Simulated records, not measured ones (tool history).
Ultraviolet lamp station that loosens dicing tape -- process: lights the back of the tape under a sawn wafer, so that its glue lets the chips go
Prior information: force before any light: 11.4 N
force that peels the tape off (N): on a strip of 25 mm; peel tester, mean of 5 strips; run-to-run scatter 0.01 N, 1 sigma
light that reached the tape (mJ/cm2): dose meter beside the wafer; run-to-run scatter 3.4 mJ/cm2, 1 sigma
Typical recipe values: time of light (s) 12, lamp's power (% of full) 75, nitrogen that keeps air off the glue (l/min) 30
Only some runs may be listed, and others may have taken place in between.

run,hour,time of light (s),lamp's power (% of full),nitrogen that keeps air off the glue (l/min),force that peels the tape off (N),light that reached the tape (mJ/cm2)
1,0.0,12,75,30,0.571,512
2,19.9,12,75,30,0.554,507
3,47.2,12,87,30,0.387,588
4,68.6,12,75,30,0.579,504
5,85.4,12,75,47,0.376,503
6,104.2,12,75,47,0.378,502
7,122.3,21,91,39,0.135,1055
8,150.8,21,64,39,0.182,741
9,169.4,21,90,37,0.134,1033

Run 10 is up next; what results do you expect?
10,202.1,21,90,37,?,?

Run 10 yielded force that peels the tape off (N) 0.122, light that reached the tape (mJ/cm2) 1030.
If the tool had no hidden condition, the same run with the same run-to-run variation would have returned force that peels the tape off (N) 0.117, light that reached the tape (mJ/cm2) 1168.
